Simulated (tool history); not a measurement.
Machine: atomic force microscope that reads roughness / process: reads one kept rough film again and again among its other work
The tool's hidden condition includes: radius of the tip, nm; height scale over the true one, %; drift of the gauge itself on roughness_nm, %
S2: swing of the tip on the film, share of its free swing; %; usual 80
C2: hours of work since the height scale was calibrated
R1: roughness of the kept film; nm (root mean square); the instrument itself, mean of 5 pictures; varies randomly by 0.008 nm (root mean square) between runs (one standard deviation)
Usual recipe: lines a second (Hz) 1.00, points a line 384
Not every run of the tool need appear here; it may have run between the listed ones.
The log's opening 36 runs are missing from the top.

{"run": 37, "hour": 736.7, "lines a second (Hz)": 1.66, "S2": 71, "points a line": 361, "pictures with this tip": 145, "C2": 528, "R1": 2.018}
{"run": 38, "hour": 748.8, "lines a second (Hz)": 0.55, "S2": 56, "points a line": 340, "pictures with this tip": 156, "C2": 535, "R1": 2.151}
{"run": 39, "hour": 762.3, "lines a second (Hz)": 2.08, "S2": 80, "points a line": 384, "pictures with this tip": 169, "C2": 543, "R1": 1.857}
{"run": 40, "hour": 783.9, "lines a second (Hz)": 3.09, "S2": 71, "points a line": 911, "pictures with this tip": 189, "C2": 554, "R1": 1.866}
{"run": 41, "hour": 796.8, "lines a second (Hz)": 0.57, "S2": 56, "points a line": 257, "pictures with this tip": 201, "C2": 561, "R1": 2.129}
{"run": 42, "hour": 823.9, "lines a second (Hz)": 1.0, "S2": 64, "points a line": 381, "pictures with this tip": 226, "C2": 576, "R1": 2.059}
{"hour": 827.5, "done": "new tip fitted"}
{"run": 43, "hour": 852.5, "lines a second (Hz)": 2.07, "S2": 74, "points a line": 434, "pictures with this tip": 23, "C2": 592, "R1": 1.996}
{"run": 44, "hour": 867.7, "lines a second (Hz)": 1.79, "S2": 80, "points a line": 516, "pictures with this tip": 37, "C2": 600, "R1": 1.969}
{"run": 45, "hour": 881.7, "lines a second (Hz)": 1.64, "S2": 64, "points a line": 987, "pictures with this tip": 50, "C2": 608, "R1": 2.128}
{"run": 46, "hour": 899.2, "lines a second (Hz)": 0.56, "S2": 78, "points a line": 388, "pictures with this tip": 66, "C2": 617, "R1": 2.136}
{"run": 47, "hour": 925.4, "lines a second (Hz)": 0.56, "S2": 78, "points a line": 388, "pictures with this tip": 91, "C2": 632, "R1": 2.125}
{"run": 48, "hour": 947.8, "lines a second (Hz)": 0.84, "S2": 78, "points a line": 388, "pictures with this tip": 112, "C2": 644, "R1": 2.078}
{"run": 49, "hour": 971.2, "lines a second (Hz)": 0.84, "S2": 89, "points a line": 388, "pictures with this tip": 133, "C2": 657, "R1": 2.004}
{"run": 50, "hour": 985.4, "lines a second (Hz)": 3.54, "S2": 82, "points a line": 379, "pictures with this tip": 146, "C2": 665, "R1": 1.658}
{"run": 51, "hour": 1002.7, "lines a second (Hz)": 3.54, "S2": 82, "points a line": 379, "pictures with this tip": 163, "C2": 674, "R1": 1.652}
{"run": 52, "hour": 1019.8, "lines a second (Hz)": 1.0, "S2": 62, "points a line": 384, "pictures with this tip": 178, "C2": 684, "R1": 2.099}
{"run": 53, "hour": 1043.9, "lines a second (Hz)": 1.64, "S2": 62, "points a line": 415, "pictures with this tip": 201, "C2": 697, "R1": 2.042}

Here are 3 independent what-if runs from the current tool condition. What would each one return?
{"run": "A", "hour": 1067.1, "lines a second (Hz)": 1.0, "S2": 82, "points a line": 384, "pictures with this tip": 222, "C2": 710, "R1": "?"}
{"run": "B", "hour": 1067.1, "lines a second (Hz)": 1.75, "S2": 80, "points a line": 384, "pictures with this tip": 222, "C2": 710, "R1": "?"}
{"run": "C", "hour": 1067.1, "lines a second (Hz)": 1.91, "S2": 76, "points a line": 435, "pictures with this tip": 222, "C2": 710, "R1": "?"}

run=A R1=1.962
run=B R1=1.885
run=C R1=1.889
With no hidden state in the tool, these same runs would have given:
run=A R1=2.079
run=B R1=1.999
run=C R1=2.004
